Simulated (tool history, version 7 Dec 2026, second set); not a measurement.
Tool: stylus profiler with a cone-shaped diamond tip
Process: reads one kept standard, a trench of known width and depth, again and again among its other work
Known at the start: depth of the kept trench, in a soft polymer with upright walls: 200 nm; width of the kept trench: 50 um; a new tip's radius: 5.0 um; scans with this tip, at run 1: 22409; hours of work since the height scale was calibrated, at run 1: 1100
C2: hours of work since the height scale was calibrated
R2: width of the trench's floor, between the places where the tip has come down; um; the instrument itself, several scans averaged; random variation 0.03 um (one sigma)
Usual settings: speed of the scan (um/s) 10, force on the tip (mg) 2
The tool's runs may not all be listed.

run 1 hour=0 | speed_of_the_scan_(um/s)=10 force_on_the_tip_(mg)=2 | scans_with_this_tip=22409 C2=1100 | depth_of_the_trench_(Å)=2014.6 R2=45.2
-- hour=41.3 height scale calibrated on a step standard
run 2 hour=57.7 | speed_of_the_scan_(um/s)=10 force_on_the_tip_(mg)=2 | scans_with_this_tip=22732 C2=10 | depth_of_the_trench_(Å)=2026.7 R2=45.09
run 3 hour=109.2 | speed_of_the_scan_(um/s)=10 force_on_the_tip_(mg)=0.98 | scans_with_this_tip=23022 C2=39 | depth_of_the_trench_(Å)=2017.2 R2=45.12
run 4 hour=177.4 | speed_of_the_scan_(um/s)=10 force_on_the_tip_(mg)=0.98 | scans_with_this_tip=23407 C2=79 | depth_of_the_trench_(Å)=2014.7 R2=45.05
run 5 hour=234.9 | speed_of_the_scan_(um/s)=10 force_on_the_tip_(mg)=0.98 | scans_with_this_tip=23731 C2=112 | depth_of_the_trench_(Å)=2014.8 R2=45.06
run 6 hour=300.3 | speed_of_the_scan_(um/s)=10 force_on_the_tip_(mg)=0.98 | scans_with_this_tip=24100 C2=150 | depth_of_the_trench_(Å)=2013.7 R2=45.02
run 7 hour=347.6 | speed_of_the_scan_(um/s)=10 force_on_the_tip_(mg)=0.98 | scans_with_this_tip=24366 C2=177 | depth_of_the_trench_(Å)=2014 R2=45.04
-- hour=398.8 new tip fitted, height scale calibrated
run 8 hour=419.4 | speed_of_the_scan_(um/s)=10 force_on_the_tip_(mg)=2 | scans_with_this_tip=116 C2=12 | depth_of_the_trench_(Å)=2026 R2=47.11
run 9 hour=515.1 | speed_of_the_scan_(um/s)=31 force_on_the_tip_(mg)=2 | scans_with_this_tip=655 C2=67 | depth_of_the_trench_(Å)=2025.8 R2=46.86
run 10 hour=562.9 | speed_of_the_scan_(um/s)=31 force_on_the_tip_(mg)=0.8 | scans_with_this_tip=925 C2=95 | depth_of_the_trench_(Å)=2014 R2=46.72
run 11 hour=613.9 | speed_of_the_scan_(um/s)=31 force_on_the_tip_(mg)=0.8 | scans_with_this_tip=1213 C2=124 | depth_of_the_trench_(Å)=2014.8 R2=46.69
run 12 hour=721.3 | speed_of_the_scan_(um/s)=31 force_on_the_tip_(mg)=0.8 | scans_with_this_tip=1818 C2=186 | depth_of_the_trench_(Å)=2012.7 R2=46.59
run 13 hour=791.8 | speed_of_the_scan_(um/s)=31 force_on_the_tip_(mg)=0.8 | scans_with_this_tip=2216 C2=227 | depth_of_the_trench_(Å)=2014.4 R2=46.55
run 14 hour=861 | speed_of_the_scan_(um/s)=34 force_on_the_tip_(mg)=4.68 | scans_with_this_tip=2606 C2=267 | depth_of_the_trench_(Å)=2044.4 R2=46.72
run 15 hour=949.7 | speed_of_the_scan_(um/s)=38 force_on_the_tip_(mg)=2.14 | scans_with_this_tip=3106 C2=318 | depth_of_the_trench_(Å)=2025.4 R2=46.57
run 16 hour=1025.4 | speed_of_the_scan_(um/s)=15 force_on_the_tip_(mg)=5.43 | scans_with_this_tip=3533 C2=362 | depth_of_the_trench_(Å)=2048.7 R2=46.65
run 17 hour=1098.8 | speed_of_the_scan_(um/s)=10 force_on_the_tip_(mg)=5.2 | scans_with_this_tip=3947 C2=405 | depth_of_the_trench_(Å)=2047.2 R2=46.68
run 18 hour=1208.9 | speed_of_the_scan_(um/s)=10 force_on_the_tip_(mg)=5.2 | scans_with_this_tip=4568 C2=468 | depth_of_the_trench_(Å)=2046.4 R2=46.58
run 19 hour=1261.2 | speed_of_the_scan_(um/s)=12 force_on_the_tip_(mg)=4.33 | scans_with_this_tip=4863 C2=498 | depth_of_the_trench_(Å)=2039.5 R2=46.49
run 20 hour=1357.4 | speed_of_the_scan_(um/s)=12 force_on_the_tip_(mg)=4.33 | scans_with_this_tip=5405 C2=554 | depth_of_the_trench_(Å)=2040.1 R2=46.56
run 21 hour=1433.7 | speed_of_the_scan_(um/s)=4 force_on_the_tip_(mg)=3.31 | scans_with_this_tip=5836 C2=598 | depth_of_the_trench_(Å)=2031.2 R2=46.52
run 22 hour=1533.2 | speed_of_the_scan_(um/s)=4 force_on_the_tip_(mg)=3.31 | scans_with_this_tip=6397 C2=656 | depth_of_the_trench_(Å)=2030 R2=46.47
run 23 hour=1638.3 | speed_of_the_scan_(um/s)=4 force_on_the_tip_(mg)=3.31 | scans_with_this_tip=6989 C2=716 | depth_of_the_trench_(Å)=2028.6 R2=46.44

Run 24 comes next. What will it give?
run 24 hour=1684.8 | speed_of_the_scan_(um/s)=10 force_on_the_tip_(mg)=2.98 | scans_with_this_tip=7251 C2=743 | depth_of_the_trench_(Å)=? R2=?

{"run 24": {"depth of the trench (Å)": 2026.9, "R2": 46.36}}
Without the tool's hidden state the same run would have given depth of the trench (Å) 2034.2, R2 47.15 um.

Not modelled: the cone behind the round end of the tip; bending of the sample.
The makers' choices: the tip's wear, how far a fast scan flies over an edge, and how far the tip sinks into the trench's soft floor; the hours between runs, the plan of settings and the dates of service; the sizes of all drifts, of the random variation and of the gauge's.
